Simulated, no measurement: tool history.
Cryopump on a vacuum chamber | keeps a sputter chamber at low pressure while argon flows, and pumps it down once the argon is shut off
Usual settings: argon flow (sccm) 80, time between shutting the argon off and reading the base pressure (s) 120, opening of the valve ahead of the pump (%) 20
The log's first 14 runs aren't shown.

run     day  argon flow (sccm)  time between shutting the argon off and reading the base pressure (s)  opening of the valve ahead of the pump (%)  pressure while argon flows (Pa)  pressure after the wait (uPa)
 15  21.429                 80                                                                     50                                          20                           0.6618                           5.58
 16  22.867                 80                                                                    120                                          20                           0.6575                           4.11
 17  24.458                 80                                                                    120                                          20                           0.6589                           4.17
 18  25.433                 80                                                                    120                                          20                           0.6587                           4.25
 19  26.483                 80                                                                    120                                          20                           0.6635                           4.26
 20  27.867                 83                                                                    144                                          54                           0.2599                           4.06
 21  29.021                 47                                                                     79                                          20                           0.3889                           4.88
 22  30.429                 47                                                                     79                                          20                           0.3898                           4.87
 23  31.571                 47                                                                     79                                          20                           0.3904                            5.1
 24  33.246                 56                                                                    138                                          20                           0.4657                           4.04
 25  34.646                 56                                                                    138                                          20                           0.4641                           4.33
 26  36.408                 56                                                                    138                                          20                           0.4682                           4.38
 27  37.679                 56                                                                     69                                          20                           0.4684                           5.16
 28  38.546                 49                                                                     69                                          60                           0.1407                           5.42
 29  39.462                 49                                                                    254                                          29                           0.2848                           4.11
 30  40.442                 49                                                                    254                                          29                           0.2823                           4.02

Forecast run 31:
 31  41.371                 80                                                                     38                                          20                                ?                              ?

pressure while argon flows (Pa): 0.67
pressure after the wait (uPa): 7.19
Without the tool's hidden state the same run would have given pressure while argon flows (Pa) 0.6556, pressure after the wait (uPa) 3.79.

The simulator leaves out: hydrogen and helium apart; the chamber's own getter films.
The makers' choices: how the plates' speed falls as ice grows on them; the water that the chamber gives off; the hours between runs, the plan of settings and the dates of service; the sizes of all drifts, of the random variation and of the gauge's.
